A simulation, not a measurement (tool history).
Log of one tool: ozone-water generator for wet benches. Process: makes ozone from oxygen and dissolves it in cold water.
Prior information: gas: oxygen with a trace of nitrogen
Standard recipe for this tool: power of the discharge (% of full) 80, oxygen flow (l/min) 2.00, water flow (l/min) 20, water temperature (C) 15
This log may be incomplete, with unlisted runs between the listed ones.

run,hour,power of the discharge (% of full),oxygen flow (l/min),water flow (l/min),water temperature (C),dissolved ozone (ppm),ozone in the gas ahead of the water (g/m3)
1,0.0,80,2.00,20,15,9.4,177.1
2,108.5,94,2.00,20,15,10.9,205.0
3,263.9,94,2.00,20,15,11.0,204.4
4,464.2,94,2.00,20,15,11.1,200.6
5,657.5,80,2.00,20,15,9.5,178.3
6,832.1,80,2.00,20,15,9.7,175.4
7,923.4,80,2.00,20,15,9.6,178.1
8,1127.1,80,2.00,20,15,9.7,174.1
9,1300.8,80,2.00,20,15,9.5,176.4
# hour 1424.7: contactor cleaned
10,1424.7,80,2.64,20,15,10.8,159.8
11,1580.4,80,2.64,20,15,10.8,156.9
12,1684.8,80,2.00,20,15,9.8,175.5
13,1865.2,80,2.00,20,15,9.8,176.0
# hour 1879.4: water thermometer calibrated
14,1949.7,80,2.00,20,15,9.4,175.0
15,2101.7,80,2.00,20,19,9.3,175.9
16,2197.7,80,2.00,20,19,9.5,174.2
17,2392.9,44,1.07,21,12,3.9,132.1
18,2598.9,80,2.00,13,22,13.4,173.7
19,2770.9,80,1.67,14,15,12.6,184.0
# hour 2880.0: gauge calibrated
20,2938.2,80,2.70,13,15,15.6,160.2
21,3081.4,80,2.70,13,15,15.6,160.2
22,3172.9,80,2.00,15,15,12.6,177.9
23,3336.6,80,2.00,15,15,12.7,175.4
24,3428.6,80,2.00,15,15,12.7,176.8
25,3575.8,80,1.18,15,13,10.4,213.7
26,3765.8,80,1.18,24,13,6.5,217.0
27,3856.3,80,1.18,24,13,6.3,216.9
28,4044.8,80,1.85,13,9,14.8,180.5
29,4171.7,80,1.85,13,9,14.6,182.2
30,4316.8,65,2.19,14,21,11.0,142.6
31,4499.2,65,2.19,14,21,10.8,141.9
32,4597.4,65,2.19,14,21,10.9,141.9

Selected run-to-run steps in ozone in the gas ahead of the water (g/m3), each split into two signed amounts: the part the tool would show with no hidden state at all (from settings, incoming material and random variation), and the remainder, which goes to the hidden state together with any gauge scatter not common to the measured and the hidden-state-free results:
Hidden state present: yield of the discharge, % of new electrodes'; contactor's efficiency, % of a clean one's; true water temperature over the reading, C; drift of the gauge itself on ozone_ppm, %; drift of the gauge itself on gas_g_m3, %.
Run 16 -> 17: power of the discharge (% of full) 80 -> 44, oxygen flow (l/min) 2.00 -> 1.07, water flow (l/min) 20 -> 21, water temperature (C) 19 -> 12. ozone in the gas ahead of the water (g/m3) -42.1: hidden state +0.9, all else -43.0.
Run 17 -> 18: power of the discharge (% of full) 44 -> 80, oxygen flow (l/min) 1.07 -> 2.00, water flow (l/min) 21 -> 13, water temperature (C) 12 -> 22. ozone in the gas ahead of the water (g/m3) +41.6: hidden state -1.6, all else +43.2.
Run 19 -> 20: oxygen flow (l/min) 1.67 -> 2.70, water flow (l/min) 14 -> 13, gauge calibrated. ozone in the gas ahead of the water (g/m3) -23.8: hidden state +5.3, all else -29.1.
Run 29 -> 30: power of the discharge (% of full) 80 -> 65, oxygen flow (l/min) 1.85 -> 2.19, water flow (l/min) 13 -> 14, water temperature (C) 9 -> 21. ozone in the gas ahead of the water (g/m3) -39.6: hidden state +0.4, all else -40.0.

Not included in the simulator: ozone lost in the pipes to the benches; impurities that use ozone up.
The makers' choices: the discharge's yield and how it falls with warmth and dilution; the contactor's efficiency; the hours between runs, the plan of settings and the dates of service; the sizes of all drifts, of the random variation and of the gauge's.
